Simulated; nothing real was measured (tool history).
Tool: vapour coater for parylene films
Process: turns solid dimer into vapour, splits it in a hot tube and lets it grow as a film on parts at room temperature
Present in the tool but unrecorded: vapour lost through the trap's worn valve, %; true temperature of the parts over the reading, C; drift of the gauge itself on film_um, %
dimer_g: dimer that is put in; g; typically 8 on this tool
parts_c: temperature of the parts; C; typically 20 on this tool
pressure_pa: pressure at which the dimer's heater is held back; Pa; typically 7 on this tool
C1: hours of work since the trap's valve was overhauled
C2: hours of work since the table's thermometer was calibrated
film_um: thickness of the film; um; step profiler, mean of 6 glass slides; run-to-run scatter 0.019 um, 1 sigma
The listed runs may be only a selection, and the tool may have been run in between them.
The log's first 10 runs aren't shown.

Run 11, day 5.204: usual settings; C1 205; C2 351. Result: film_um 1.8 um.
Run 12, day 5.862: usual settings; C1 213; C2 358. Result: film_um 1.79 um.
Run 13, day 6.204: usual settings; C1 217; C2 362. Result: film_um 1.79 um.
Run 14, day 6.796: usual settings; C1 224; C2 369. Result: film_um 1.77 um.
Run 15, day 7.229: usual settings; C1 229; C2 374. Result: film_um 1.78 um.
Run 16, day 7.804: usual settings; C1 236; C2 381. Result: film_um 1.75 um.
Run 17, day 8.317: usual settings; C1 242; C2 387. Result: film_um 1.77 um.
At day 9.008: trap's valve overhauled.
Run 18, day 9.15: usual settings; C1 2; C2 395. Result: film_um 1.7 um.
Run 19, day 9.6: usual settings; C1 7; C2 400. Result: film_um 1.73 um.
Run 20, day 10.254: usual settings; C1 15; C2 408. Result: film_um 1.69 um.
Run 21, day 10.871: usual settings; C1 22; C2 415. Result: film_um 1.68 um.
Run 22, day 11.179: usual settings; C1 25; C2 419. Result: film_um 1.71 um.
Run 23, day 11.496: usual settings; C1 29; C2 422. Result: film_um 1.69 um.
At day 12.1: trap's valve overhauled, once more.
Run 24, day 12.162: usual settings; C1 1; C2 428. Result: film_um 1.89 um.

Run 25 has not been measured yet. What should we expect?
Run 25, day 12.696: usual settings but parts_c 22 C; C1 7; C2 434. Result: film_um ?.

{"run 25": {"film_um": 1.85}}
Had the tool carried no hidden state, the very same run would have given film_um 1.85 um.

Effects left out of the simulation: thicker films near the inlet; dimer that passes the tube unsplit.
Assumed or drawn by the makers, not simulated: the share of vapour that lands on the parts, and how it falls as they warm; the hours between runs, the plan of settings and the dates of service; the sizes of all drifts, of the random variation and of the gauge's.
